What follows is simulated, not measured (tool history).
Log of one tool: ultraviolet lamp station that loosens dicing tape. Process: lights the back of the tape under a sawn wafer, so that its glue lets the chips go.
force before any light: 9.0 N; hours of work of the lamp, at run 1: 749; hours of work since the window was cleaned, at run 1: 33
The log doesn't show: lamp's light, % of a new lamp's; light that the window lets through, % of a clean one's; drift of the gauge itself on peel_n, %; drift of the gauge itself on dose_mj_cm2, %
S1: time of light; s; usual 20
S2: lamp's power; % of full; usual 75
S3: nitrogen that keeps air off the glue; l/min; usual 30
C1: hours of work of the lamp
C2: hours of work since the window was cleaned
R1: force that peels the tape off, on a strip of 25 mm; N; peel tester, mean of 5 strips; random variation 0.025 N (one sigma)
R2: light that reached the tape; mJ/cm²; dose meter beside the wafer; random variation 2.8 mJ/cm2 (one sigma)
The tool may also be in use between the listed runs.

Run 1, hour 0: usual settings; C1 749; C2 33. Result: R1 1.245 N, R2 390 mJ/cm².
Run 2, hour 30.7: usual settings but S1 25 s; C1 771; C2 55. Result: R1 0.831 N, R2 484 mJ/cm².
Run 3, hour 62.6: usual settings but S1 25 s; C1 793; C2 77. Result: R1 0.816 N, R2 487 mJ/cm².
Run 4, hour 81.8: usual settings; C1 806; C2 90. Result: R1 1.251 N, R2 389 mJ/cm².
Run 5, hour 114.6: usual settings; C1 829; C2 113. Result: R1 1.237 N, R2 382 mJ/cm².
Run 6, hour 147.6: usual settings; C1 852; C2 136. Result: R1 1.275 N, R2 387 mJ/cm².
Run 7, hour 163.5: usual settings but S1 23 s, S2 76 % of full, S3 12 l/min; C1 863; C2 147. Result: R1 1.696 N, R2 451 mJ/cm².
Run 8, hour 190.2: usual settings but S1 35 s, S2 97 % of full, S3 50 l/min; C1 882; C2 166. Result: R1 0.254 N, R2 878 mJ/cm².

Forecast run 9:
Run 9, hour 210.1: usual settings but S1 36 s, S2 70 % of full; C1 896; C2 180. Result: R1 ?, R2 ?.

{"run 9": {"R1": 0.452, "R2": 654}}
Without the tool's hidden state the same run would have given R1 0.449 N, R2 656 mJ/cm².

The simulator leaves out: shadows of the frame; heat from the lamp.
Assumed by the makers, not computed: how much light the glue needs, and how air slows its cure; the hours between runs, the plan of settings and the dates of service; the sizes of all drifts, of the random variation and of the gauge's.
